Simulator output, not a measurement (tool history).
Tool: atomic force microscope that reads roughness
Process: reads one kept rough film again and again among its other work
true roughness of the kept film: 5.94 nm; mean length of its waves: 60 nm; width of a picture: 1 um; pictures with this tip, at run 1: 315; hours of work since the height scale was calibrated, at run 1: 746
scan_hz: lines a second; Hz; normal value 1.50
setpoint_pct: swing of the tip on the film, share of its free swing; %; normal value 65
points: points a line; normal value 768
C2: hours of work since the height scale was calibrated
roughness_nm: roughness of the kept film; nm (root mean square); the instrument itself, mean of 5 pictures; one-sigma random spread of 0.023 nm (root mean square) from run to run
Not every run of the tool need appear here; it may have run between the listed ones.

{"run": 1, "day": 0.0, "scan_hz": 1.5, "setpoint_pct": 65, "points": 768, "pictures with this tip": 315, "C2": 746, "roughness_nm": 5.556}
{"run": 2, "day": 0.717, "scan_hz": 0.62, "setpoint_pct": 65, "points": 768, "pictures with this tip": 350, "C2": 759, "roughness_nm": 5.63}
{"day": 1.167, "done": "new tip fitted"}
{"run": 3, "day": 1.396, "scan_hz": 1.5, "setpoint_pct": 65, "points": 768, "pictures with this tip": 11, "C2": 771, "roughness_nm": 5.576}
{"run": 4, "day": 2.104, "scan_hz": 1.5, "setpoint_pct": 65, "points": 432, "pictures with this tip": 46, "C2": 783, "roughness_nm": 5.549}
{"run": 5, "day": 3.142, "scan_hz": 1.5, "setpoint_pct": 65, "points": 432, "pictures with this tip": 97, "C2": 802, "roughness_nm": 5.529}
{"run": 6, "day": 3.817, "scan_hz": 0.65, "setpoint_pct": 65, "points": 768, "pictures with this tip": 130, "C2": 813, "roughness_nm": 5.626}
{"run": 7, "day": 4.779, "scan_hz": 1.5, "setpoint_pct": 63, "points": 768, "pictures with this tip": 177, "C2": 830, "roughness_nm": 5.567}
{"run": 8, "day": 5.554, "scan_hz": 1.5, "setpoint_pct": 63, "points": 768, "pictures with this tip": 215, "C2": 844, "roughness_nm": 5.595}
{"run": 9, "day": 6.342, "scan_hz": 1.5, "setpoint_pct": 63, "points": 768, "pictures with this tip": 254, "C2": 858, "roughness_nm": 5.608}
{"run": 10, "day": 7.375, "scan_hz": 1.5, "setpoint_pct": 65, "points": 768, "pictures with this tip": 305, "C2": 876, "roughness_nm": 5.596}
{"run": 11, "day": 8.479, "scan_hz": 1.5, "setpoint_pct": 65, "points": 768, "pictures with this tip": 359, "C2": 896, "roughness_nm": 5.549}
{"day": 8.762, "done": "new tip fitted"}
{"run": 12, "day": 9.2, "scan_hz": 1.5, "setpoint_pct": 65, "points": 768, "pictures with this tip": 21, "C2": 908, "roughness_nm": 5.53}
{"run": 13, "day": 10.062, "scan_hz": 1.5, "setpoint_pct": 65, "points": 768, "pictures with this tip": 63, "C2": 923, "roughness_nm": 5.613}
{"run": 14, "day": 10.967, "scan_hz": 1.5, "setpoint_pct": 65, "points": 768, "pictures with this tip": 108, "C2": 939, "roughness_nm": 5.55}
{"run": 15, "day": 11.667, "scan_hz": 1.43, "setpoint_pct": 65, "points": 768, "pictures with this tip": 142, "C2": 952, "roughness_nm": 5.572}
{"run": 16, "day": 12.175, "scan_hz": 1.43, "setpoint_pct": 65, "points": 768, "pictures with this tip": 167, "C2": 960, "roughness_nm": 5.627}
{"run": 17, "day": 13.325, "scan_hz": 1.43, "setpoint_pct": 65, "points": 768, "pictures with this tip": 223, "C2": 981, "roughness_nm": 5.551}
{"run": 18, "day": 13.892, "scan_hz": 1.94, "setpoint_pct": 59, "points": 394, "pictures with this tip": 251, "C2": 991, "roughness_nm": 5.587}
{"run": 19, "day": 15.062, "scan_hz": 1.26, "setpoint_pct": 66, "points": 344, "pictures with this tip": 309, "C2": 1011, "roughness_nm": 5.575}
{"run": 20, "day": 15.662, "scan_hz": 1.26, "setpoint_pct": 66, "points": 344, "pictures with this tip": 338, "C2": 1022, "roughness_nm": 5.549}
{"day": 16.271, "done": "new tip fitted"}
{"run": 21, "day": 16.321, "scan_hz": 1.26, "setpoint_pct": 66, "points": 301, "pictures with this tip": 3, "C2": 1033, "roughness_nm": 5.58}
{"run": 22, "day": 16.879, "scan_hz": 1.26, "setpoint_pct": 66, "points": 301, "pictures with this tip": 30, "C2": 1043, "roughness_nm": 5.558}
{"run": 23, "day": 17.7, "scan_hz": 1.26, "setpoint_pct": 66, "points": 301, "pictures with this tip": 70, "C2": 1058, "roughness_nm": 5.542}
{"run": 24, "day": 18.292, "scan_hz": 3.71, "setpoint_pct": 67, "points": 768, "pictures with this tip": 99, "C2": 1068, "roughness_nm": 5.323}
{"run": 25, "day": 19.471, "scan_hz": 3.71, "setpoint_pct": 67, "points": 768, "pictures with this tip": 157, "C2": 1089, "roughness_nm": 5.384}
{"run": 26, "day": 20.688, "scan_hz": 3.71, "setpoint_pct": 67, "points": 768, "pictures with this tip": 217, "C2": 1110, "roughness_nm": 5.397}
{"run": 27, "day": 21.479, "scan_hz": 3.46, "setpoint_pct": 55, "points": 613, "pictures with this tip": 256, "C2": 1124, "roughness_nm": 5.543}
{"run": 28, "day": 22.596, "scan_hz": 3.46, "setpoint_pct": 55, "points": 613, "pictures with this tip": 310, "C2": 1144, "roughness_nm": 5.543}
{"run": 29, "day": 23.333, "scan_hz": 1.5, "setpoint_pct": 58, "points": 689, "pictures with this tip": 347, "C2": 1157, "roughness_nm": 5.622}
{"day": 23.812, "done": "new tip fitted"}
{"run": 30, "day": 23.975, "scan_hz": 1.78, "setpoint_pct": 65, "points": 330, "pictures with this tip": 8, "C2": 1168, "roughness_nm": 5.555}
{"run": 31, "day": 24.479, "scan_hz": 1.2, "setpoint_pct": 65, "points": 352, "pictures with this tip": 33, "C2": 1177, "roughness_nm": 5.557}
{"run": 32, "day": 25.283, "scan_hz": 1.5, "setpoint_pct": 57, "points": 258, "pictures with this tip": 72, "C2": 1191, "roughness_nm": 5.56}
{"run": 33, "day": 26.042, "scan_hz": 1.5, "setpoint_pct": 57, "points": 258, "pictures with this tip": 110, "C2": 1204, "roughness_nm": 5.579}
{"run": 34, "day": 26.804, "scan_hz": 1.5, "setpoint_pct": 57, "points": 258, "pictures with this tip": 147, "C2": 1218, "roughness_nm": 5.563}

Predict each of these 5 candidate next runs independently; none follows another, all start after run 34:
{"run": "A", "day": 27.8, "scan_hz": 1.5, "setpoint_pct": 55, "points": 768, "pictures with this tip": 196, "C2": 1235, "roughness_nm": "?"}
{"run": "B", "day": 27.8, "scan_hz": 1.58, "setpoint_pct": 57, "points": 674, "pictures with this tip": 196, "C2": 1235, "roughness_nm": "?"}
{"run": "C", "day": 27.8, "scan_hz": 1.5, "setpoint_pct": 56, "points": 258, "pictures with this tip": 196, "C2": 1235, "roughness_nm": "?"}
{"run": "D", "day": 27.8, "scan_hz": 1.5, "setpoint_pct": 57, "points": 734, "pictures with this tip": 196, "C2": 1235, "roughness_nm": "?"}
{"run": "E", "day": 27.8, "scan_hz": 1.5, "setpoint_pct": 70, "points": 258, "pictures with this tip": 196, "C2": 1235, "roughness_nm": "?"}

run=A roughness_nm=5.621
run=B roughness_nm=5.646
run=C roughness_nm=5.603
run=D roughness_nm=5.617
run=E roughness_nm=5.511
The same runs, with their run-to-run variation unchanged, on a tool lacking any hidden condition would have given:
run=A roughness_nm=5.625
run=B roughness_nm=5.650
run=C roughness_nm=5.608
run=D roughness_nm=5.622
run=E roughness_nm=5.516
